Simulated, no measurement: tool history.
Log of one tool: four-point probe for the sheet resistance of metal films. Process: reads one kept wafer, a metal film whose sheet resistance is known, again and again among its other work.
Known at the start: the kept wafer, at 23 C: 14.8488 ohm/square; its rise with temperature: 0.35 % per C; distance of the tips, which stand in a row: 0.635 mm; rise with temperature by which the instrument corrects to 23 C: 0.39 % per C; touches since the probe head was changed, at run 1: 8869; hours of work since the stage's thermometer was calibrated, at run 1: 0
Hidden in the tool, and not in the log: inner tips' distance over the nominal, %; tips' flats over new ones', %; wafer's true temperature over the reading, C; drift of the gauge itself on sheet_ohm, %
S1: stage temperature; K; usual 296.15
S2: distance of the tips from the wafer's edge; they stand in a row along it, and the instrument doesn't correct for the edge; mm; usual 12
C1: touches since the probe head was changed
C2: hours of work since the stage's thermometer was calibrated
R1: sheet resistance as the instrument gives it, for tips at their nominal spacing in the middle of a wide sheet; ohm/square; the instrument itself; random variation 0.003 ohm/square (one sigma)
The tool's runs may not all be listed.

{"run": 1, "hour": 0.0, "S1": 296.15, "S2": 12, "C1": 8869, "C2": 0, "R1": 14.878345}
{"run": 2, "hour": 30.6, "S1": 299.15, "S2": 12, "C1": 9139, "C2": 13, "R1": 14.854171}
{"run": 3, "hour": 57.9, "S1": 299.15, "S2": 12, "C1": 9379, "C2": 24, "R1": 14.858904}
{"run": 4, "hour": 81.4, "S1": 296.15, "S2": 12, "C1": 9585, "C2": 33, "R1": 14.878099}
{"run": 5, "hour": 97.1, "S1": 296.15, "S2": 12, "C1": 9724, "C2": 40, "R1": 14.870198}
{"run": 6, "hour": 118.1, "S1": 296.15, "S2": 12, "C1": 9908, "C2": 49, "R1": 14.8748}
{"run": 7, "hour": 152.8, "S1": 296.15, "S2": 12, "C1": 10213, "C2": 63, "R1": 14.8718}
{"run": 8, "hour": 170.3, "S1": 292.15, "S2": 12, "C1": 10367, "C2": 70, "R1": 14.903344}
{"run": 9, "hour": 205.7, "S1": 292.15, "S2": 12, "C1": 10679, "C2": 85, "R1": 14.90349}
{"run": 10, "hour": 241.1, "S1": 292.15, "S2": 12, "C1": 10990, "C2": 99, "R1": 14.899362}
{"run": 11, "hour": 274.1, "S1": 292.15, "S2": 12, "C1": 11280, "C2": 113, "R1": 14.901218}
{"run": 12, "hour": 309.2, "S1": 292.15, "S2": 12, "C1": 11589, "C2": 127, "R1": 14.904684}
{"run": 13, "hour": 324.7, "S1": 296.15, "S2": 12, "C1": 11726, "C2": 134, "R1": 14.871408}
{"hour": 328.4, "done": "stage's thermometer calibrated"}
{"run": 14, "hour": 350.3, "S1": 296.15, "S2": 12, "C1": 11947, "C2": 9, "R1": 14.873496}
{"run": 15, "hour": 367.7, "S1": 298.15, "S2": 3, "C1": 12099, "C2": 16, "R1": 15.192905}
{"run": 16, "hour": 396.1, "S1": 305.15, "S2": 25, "C1": 12350, "C2": 28, "R1": 14.799432}
{"hour": 401.0, "done": "stage's thermometer calibrated, once more"}
{"run": 17, "hour": 425.3, "S1": 293.15, "S2": 41, "C1": 12602, "C2": 10, "R1": 14.873023}
{"run": 18, "hour": 447.1, "S1": 302.15, "S2": 59, "C1": 12793, "C2": 19, "R1": 14.82178}
{"run": 19, "hour": 477.6, "S1": 302.15, "S2": 59, "C1": 13062, "C2": 32, "R1": 14.824907}
{"run": 20, "hour": 496.4, "S1": 291.15, "S2": 39, "C1": 13227, "C2": 39, "R1": 14.888142}
{"run": 21, "hour": 520.5, "S1": 291.15, "S2": 39, "C1": 13439, "C2": 49, "R1": 14.882519}
{"run": 22, "hour": 548.5, "S1": 291.15, "S2": 39, "C1": 13685, "C2": 61, "R1": 14.889322}
{"run": 23, "hour": 563.5, "S1": 291.15, "S2": 39, "C1": 13818, "C2": 67, "R1": 14.884568}
{"run": 24, "hour": 585.1, "S1": 301.15, "S2": 37, "C1": 14008, "C2": 76, "R1": 14.822804}
{"run": 25, "hour": 599.7, "S1": 296.15, "S2": 18, "C1": 14136, "C2": 82, "R1": 14.855609}
{"run": 26, "hour": 630.9, "S1": 296.15, "S2": 18, "C1": 14411, "C2": 95, "R1": 14.860845}
{"run": 27, "hour": 652.4, "S1": 296.15, "S2": 18, "C1": 14599, "C2": 103, "R1": 14.85728}

Forecast each of these 3 alternatives for the next run:
{"run": "A", "hour": 686.4, "S1": 301.15, "S2": 11, "C1": 14898, "C2": 117, "R1": "?"}
{"run": "B", "hour": 686.4, "S1": 292.15, "S2": 18, "C1": 14898, "C2": 117, "R1": "?"}
{"run": "C", "hour": 686.4, "S1": 296.15, "S2": 61, "C1": 14898, "C2": 117, "R1": "?"}

run=A R1=14.846533
run=B R1=14.886811
run=C R1=14.848704
Without the tool's hidden state the same runs would have given:
run=A R1=14.84382
run=B R1=14.884047
run=C R1=14.845966
